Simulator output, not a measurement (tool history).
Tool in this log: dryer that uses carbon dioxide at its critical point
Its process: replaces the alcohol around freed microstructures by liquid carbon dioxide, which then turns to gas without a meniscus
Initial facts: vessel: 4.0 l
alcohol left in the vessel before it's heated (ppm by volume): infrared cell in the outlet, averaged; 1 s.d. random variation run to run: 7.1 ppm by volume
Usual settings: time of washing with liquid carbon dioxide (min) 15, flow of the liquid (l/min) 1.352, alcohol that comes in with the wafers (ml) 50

run,hour,time of washing with liquid carbon dioxide (min),flow of the liquid (l/min),alcohol that comes in with the wafers (ml),alcohol left in the vessel before it's heated (ppm by volume)
1,0,15,1.352,50,475
2,24.4,15,1.352,50,481
3,65.3,15,1.352,85,854
4,98.2,15,1.352,85,889
# hour 136.1: inlet filter changed
5,145.3,15,1.352,47,360
6,192.5,15,1.352,22,223
7,239.7,15,1.352,22,223
8,265.2,15,1.352,22,225
9,292.7,15,1.352,22,232
10,315.9,15,1.352,50,464
11,344.3,15,1.352,50,494
12,387.9,15,1.352,50,523
13,415.5,15,0.99,50,1164
14,451,15,0.99,50,1201
15,499.5,15,0.99,50,1260
# hour 517.4: inlet filter changed
16,526.1,15,2.23,50,118
17,566.3,15,1.352,50,423
18,612.4,15,1.352,50,460
19,659.5,15,1.352,50,479
20,697.6,15,2,50,182
21,729.1,15,2,50,191
22,780.5,15,2,50,192
23,806.8,15,1.48,50,459
24,847.5,15,1.352,23,331
25,892,15,1.352,23,343
# hour 897.7: inlet filter changed
26,929.8,15,1.352,23,265
27,963.8,19,0.84,78,1200
28,989.4,15,0.94,50,1137
29,1027.1,15,0.94,50,1170
30,1080.3,10,1.23,50,1680
31,1126.5,19,1.352,54,305
32,1153,19,1.352,54,324
33,1197,12,1.09,61,1924
34,1246.5,19,1.02,44,622
35,1273.7,21,1.06,47,463
# hour 1277.4: inlet filter changed
# hour 1318.3: purifier's bed changed
36,1327.4,21,1.06,47,229
37,1366.3,14,2.05,48,105
38,1418.6,13,1.48,52,512
39,1443.8,13,2.09,56,183
40,1489.3,10,1.352,67,1879
41,1525.5,10,1.36,97,2712
42,1564.6,10,0.86,97,5959
43,1617,10,1.8,97,1537
44,1649.9,14,1.65,21,175
# hour 1660.8: inlet filter changed
45,1707.1,12,1.28,57,1008
46,1733.1,9,0.88,21,1305

Run by run, hidden condition taken away, random variation retained:
The hidden state here: flow that reaches the vessel past the clogged filter, %; alcohol in the recycled carbon dioxide, ppm; drift of the gauge itself on alcohol_ppm, %.
run,alcohol left in the vessel before it's heated (ppm by volume)
1,339
2,336
3,578
4,576
5,315
6,167
7,154
8,147
9,149
10,330
11,338
12,340
13,852
14,850
15,855
16,49
17,330
18,340
19,334
20,75
21,74
22,63
23,252
24,158
25,157
26,158
27,1026
28,952
29,948
30,1364
31,133
32,139
33,1421
34,332
35,204
36,211
37,87
38,425
39,133
40,1556
41,2175
42,5060
43,1034
44,87
45,927
46,1223

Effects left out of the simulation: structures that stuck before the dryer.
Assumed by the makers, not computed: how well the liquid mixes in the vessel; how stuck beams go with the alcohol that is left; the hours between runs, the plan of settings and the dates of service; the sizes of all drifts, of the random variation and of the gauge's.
